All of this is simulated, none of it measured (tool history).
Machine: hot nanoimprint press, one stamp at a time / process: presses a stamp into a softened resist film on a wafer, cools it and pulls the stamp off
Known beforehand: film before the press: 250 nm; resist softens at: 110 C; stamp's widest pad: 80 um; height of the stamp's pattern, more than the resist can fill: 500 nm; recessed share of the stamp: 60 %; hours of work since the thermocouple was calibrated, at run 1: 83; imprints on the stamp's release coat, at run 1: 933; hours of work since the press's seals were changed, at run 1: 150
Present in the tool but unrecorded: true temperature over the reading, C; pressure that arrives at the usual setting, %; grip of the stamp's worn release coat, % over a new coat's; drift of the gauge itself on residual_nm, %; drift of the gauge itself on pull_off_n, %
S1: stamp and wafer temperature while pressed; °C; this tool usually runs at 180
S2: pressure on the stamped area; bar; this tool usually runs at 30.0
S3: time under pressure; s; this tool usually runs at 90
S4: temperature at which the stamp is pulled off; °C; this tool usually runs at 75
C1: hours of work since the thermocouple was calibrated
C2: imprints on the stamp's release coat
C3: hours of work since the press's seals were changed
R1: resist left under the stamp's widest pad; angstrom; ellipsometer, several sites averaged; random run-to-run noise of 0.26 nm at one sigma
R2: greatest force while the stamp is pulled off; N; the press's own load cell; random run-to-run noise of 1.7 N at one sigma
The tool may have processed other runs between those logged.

run 1 hour=0.0 | S1=180 S2=30.0 S3=90 S4=75 | C1=83 C2=933 C3=150 | R1=1310 R2=109
run 2 hour=10.2 | S1=180 S2=19.3 S3=90 S4=75 | C1=89 C2=979 C3=156 | R1=1556 R2=110
run 3 hour=18.2 | S1=180 S2=19.3 S3=90 S4=75 | C1=94 C2=1016 C3=161 | R1=1560 R2=111
run 4 hour=31.6 | S1=180 S2=30.0 S3=90 S4=75 | C1=102 C2=1077 C3=169 | R1=1303 R2=111
run 5 hour=48.4 | S1=180 S2=30.0 S3=90 S4=76 | C1=112 C2=1153 C3=179 | R1=1302 R2=110
run 6 hour=57.9 | S1=180 S2=30.0 S3=90 S4=76 | C1=118 C2=1196 C3=185 | R1=1303 R2=109
run 7 hour=69.4 | S1=180 S2=30.0 S3=90 S4=76 | C1=125 C2=1248 C3=192 | R1=1303 R2=111
run 8 hour=83.0 | S1=180 S2=41.8 S3=90 S4=75 | C1=133 C2=1310 C3=200 | R1=1120 R2=111
run 9 hour=99.2 | S1=180 S2=41.8 S3=90 S4=75 | C1=143 C2=1383 C3=210 | R1=1118 R2=111
run 10 hour=117.4 | S1=180 S2=41.8 S3=90 S4=66 | C1=154 C2=1466 C3=220 | R1=1120 R2=145
run 11 hour=133.3 | S1=180 S2=41.8 S3=90 S4=66 | C1=163 C2=1538 C3=230 | R1=1117 R2=142
-- hour=137.6 plate thermocouple calibrated
run 12 hour=149.2 | S1=180 S2=41.8 S3=90 S4=66 | C1=7 C2=1597 C3=238 | R1=1111 R2=147
run 13 hour=157.8 | S1=180 S2=30.0 S3=90 S4=75 | C1=12 C2=1635 C3=243 | R1=1291 R2=117
run 14 hour=173.0 | S1=180 S2=30.0 S3=54 S4=75 | C1=21 C2=1705 C3=252 | R1=1518 R2=121
run 15 hour=185.5 | S1=180 S2=30.0 S3=54 S4=75 | C1=29 C2=1761 C3=260 | R1=1517 R2=122
-- hour=202.6 plate thermocouple calibrated, once more
run 16 hour=205.3 | S1=180 S2=30.0 S3=54 S4=75 | C1=2 C2=1838 C3=270 | R1=1549 R2=127
run 17 hour=221.8 | S1=191 S2=30.0 S3=73 S4=67 | C1=12 C2=1912 C3=280 | R1=1072 R2=151
run 18 hour=231.8 | S1=191 S2=30.0 S3=73 S4=67 | C1=18 C2=1958 C3=286 | R1=1069 R2=149
run 19 hour=241.2 | S1=191 S2=30.0 S3=73 S4=67 | C1=23 C2=2001 C3=291 | R1=1067 R2=156
run 20 hour=250.0 | S1=191 S2=30.0 S3=73 S4=67 | C1=28 C2=2041 C3=297 | R1=1065 R2=157
-- hour=260.9 stamp cleaned and given a new release coat
run 21 hour=264.6 | S1=180 S2=30.0 S3=90 S4=79 | C1=34 C2=18 C3=302 | R1=1312 R2=86
run 22 hour=280.2 | S1=185 S2=45.1 S3=56 S4=75 | C1=43 C2=88 C3=311 | R1=1137 R2=92

Run 23 comes next. What will it give?
run 23 hour=292.9 | S1=180 S2=22.5 S3=176 S4=70 | C1=51 C2=146 C3=319 | R1=? R2=?

R1: 1174 angstrom
R2: 103 N
Had the tool carried no hidden state, the very same run would have given R1 1178 angstrom, R2 101 N.
